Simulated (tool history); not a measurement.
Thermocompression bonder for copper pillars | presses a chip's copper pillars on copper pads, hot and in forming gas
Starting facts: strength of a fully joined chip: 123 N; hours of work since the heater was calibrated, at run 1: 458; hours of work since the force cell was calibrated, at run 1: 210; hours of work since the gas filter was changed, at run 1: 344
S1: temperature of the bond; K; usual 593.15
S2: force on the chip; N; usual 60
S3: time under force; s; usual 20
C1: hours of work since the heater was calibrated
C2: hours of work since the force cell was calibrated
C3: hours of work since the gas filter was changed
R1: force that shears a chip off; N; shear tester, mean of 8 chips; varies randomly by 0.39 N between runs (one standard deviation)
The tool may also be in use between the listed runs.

run,hour,S1,S2,S3,C1,C2,C3,R1
1,0.0,593.15,60,20,458,210,344,43.2
2,22.7,593.15,60,20,475,227,361,43.7
3,37.9,593.15,60,20,487,238,373,43.4
4,54.4,591.15,60,20,499,251,385,42.3
5,68.4,591.15,60,20,509,261,395,41.6
6,80.8,591.15,60,20,519,270,405,42.0
7,104.5,591.15,60,20,536,288,422,42.0
8,119.6,593.15,46,20,548,300,434,37.6
9,147.3,593.15,46,20,568,320,454,37.5
# hour 158.8: forming gas filter changed
10,162.6,593.15,60,21,579,331,3,44.4
11,182.1,593.15,60,21,594,346,17,44.5
12,199.1,593.15,60,21,607,359,30,44.5
13,226.6,593.15,60,21,627,379,51,43.8
14,244.7,566.15,60,20,641,393,64,30.3
15,265.7,593.15,60,20,657,408,80,43.4
16,282.3,593.15,50,20,669,421,92,39.5
17,302.1,593.15,42,20,684,436,107,35.8
18,329.7,610.15,66,20,705,456,128,55.0
19,358.2,573.15,47,60,726,478,149,46.5
20,382.8,615.15,69,23,744,496,168,61.4
21,410.8,593.15,69,55,765,517,189,67.8
22,432.7,593.15,41,44,782,534,205,48.9
23,454.6,593.15,41,44,798,550,221,48.5
24,468.5,618.15,63,21,808,560,232,59.2
25,483.6,618.15,63,21,820,572,243,59.4
26,510.3,618.15,63,21,840,592,263,59.0
# hour 521.7: heater calibrated with a thermocouple chip
27,530.1,618.15,63,21,6,605,276,59.4
28,557.1,618.15,63,13,27,625,297,49.1
29,584.8,590.15,53,20,47,646,317,39.1
30,607.1,613.15,38,43,64,663,334,58.5
31,620.7,596.15,50,20,74,673,344,40.2

What if the next run were any one of these 4? Each begins from the tool's condition after run 31:
A,639.1,596.15,39,18,88,687,358,?
B,639.1,588.15,60,14,88,687,358,?
C,639.1,581.15,60,20,88,687,358,?
D,639.1,593.15,65,16,88,687,358,?

run,R1
A,34.8
B,35.6
C,36.8
D,41.3
Had the tool no hidden state, the same runs would have come out as:
run,R1
A,34.9
B,35.8
C,36.9
D,41.4

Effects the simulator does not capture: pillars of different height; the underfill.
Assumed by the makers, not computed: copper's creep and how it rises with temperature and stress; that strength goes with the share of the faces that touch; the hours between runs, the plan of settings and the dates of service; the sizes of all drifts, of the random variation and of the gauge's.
